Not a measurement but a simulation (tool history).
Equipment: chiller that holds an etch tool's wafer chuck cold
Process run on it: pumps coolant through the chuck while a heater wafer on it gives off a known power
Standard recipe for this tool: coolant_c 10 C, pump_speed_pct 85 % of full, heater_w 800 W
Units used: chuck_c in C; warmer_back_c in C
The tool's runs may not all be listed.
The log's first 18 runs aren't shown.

Run 19, hour 666.2: usual settings but coolant_c 19 C, pump_speed_pct 80 % of full, heater_w 550 W. Result: chuck_c 23.9 C, warmer_back_c 2.28 C.
Run 20, hour 702.2: usual settings but pump_speed_pct 86 % of full, heater_w 564 W. Result: chuck_c 14.5 C, warmer_back_c 2.19 C.
Run 21, hour 724.4: usual settings but coolant_c 6 C, pump_speed_pct 82 % of full, heater_w 479 W. Result: chuck_c 9.9 C, warmer_back_c 1.95 C.
Run 22, hour 763.6: usual settings but pump_speed_pct 77 % of full, heater_w 572 W. Result: chuck_c 15.1 C, warmer_back_c 2.5 C.
Run 23, hour 786.9: usual settings but coolant_c 14 C, pump_speed_pct 87 % of full, heater_w 429 W. Result: chuck_c 17.2 C, warmer_back_c 1.63 C.
Run 24, hour 825.9: usual settings but coolant_c 15 C, pump_speed_pct 96 % of full, heater_w 715 W. Result: chuck_c 20.4 C, warmer_back_c 2.51 C.
At hour 845.7: coolant pump overhauled, once more.
Run 25, hour 868.8: usual settings but coolant_c 8 C, pump_speed_pct 80 % of full. Result: chuck_c 14.7 C, warmer_back_c 3.2 C.
Run 26, hour 910.1: usual settings but coolant_c 20 C. Result: chuck_c 26.4 C, warmer_back_c 3.02 C.
Run 27, hour 942.9: usual settings but coolant_c 4 C, pump_speed_pct 62 % of full. Result: chuck_c 12.6 C, warmer_back_c 4.14 C.
Run 28, hour 966.5: usual settings but coolant_c 14 C. Result: chuck_c 20.4 C, warmer_back_c 3.02 C.
Run 29, hour 996.8: usual settings but coolant_c 16 C, pump_speed_pct 70 % of full, heater_w 612 W. Result: chuck_c 21.7 C, warmer_back_c 2.8 C.
Run 30, hour 1044.3: usual settings but coolant_c 16 C, pump_speed_pct 70 % of full, heater_w 612 W. Result: chuck_c 21.8 C, warmer_back_c 2.77 C.
Run 31, hour 1073.7: usual settings but coolant_c 16 C, pump_speed_pct 70 % of full, heater_w 612 W. Result: chuck_c 21.8 C, warmer_back_c 2.78 C.
Run 32, hour 1112: usual settings but coolant_c 16 C, pump_speed_pct 70 % of full, heater_w 612 W. Result: chuck_c 21.8 C, warmer_back_c 2.82 C.
Run 33, hour 1142.4: usual settings but coolant_c 3 C, pump_speed_pct 90 % of full, heater_w 953 W. Result: chuck_c 10.4 C, warmer_back_c 3.42 C.

Here are 3 independent what-if runs from the current tool condition. What would each one return?
Run A, hour 1168.5: usual settings but coolant_c 3 C, pump_speed_pct 90 % of full, heater_w 953 W. Result: chuck_c ?, warmer_back_c ?.
Run B, hour 1168.5: usual settings but coolant_c 20 C, heater_w 403 W. Result: chuck_c ?, warmer_back_c ?.
Run C, hour 1168.5: usual settings but coolant_c 18 C, pump_speed_pct 86 % of full, heater_w 1004 W. Result: chuck_c ?, warmer_back_c ?.

run  chuck_c  warmer_back_c
  A     10.4           3.41
  B     22.9            1.5
  C     26.2           3.74
The same runs, with their run-to-run variation unchanged, on a tool lacking any hidden condition would have given:
run  chuck_c  warmer_back_c
  A     10.3           3.41
  B     23.3           1.49
  C       26           3.73

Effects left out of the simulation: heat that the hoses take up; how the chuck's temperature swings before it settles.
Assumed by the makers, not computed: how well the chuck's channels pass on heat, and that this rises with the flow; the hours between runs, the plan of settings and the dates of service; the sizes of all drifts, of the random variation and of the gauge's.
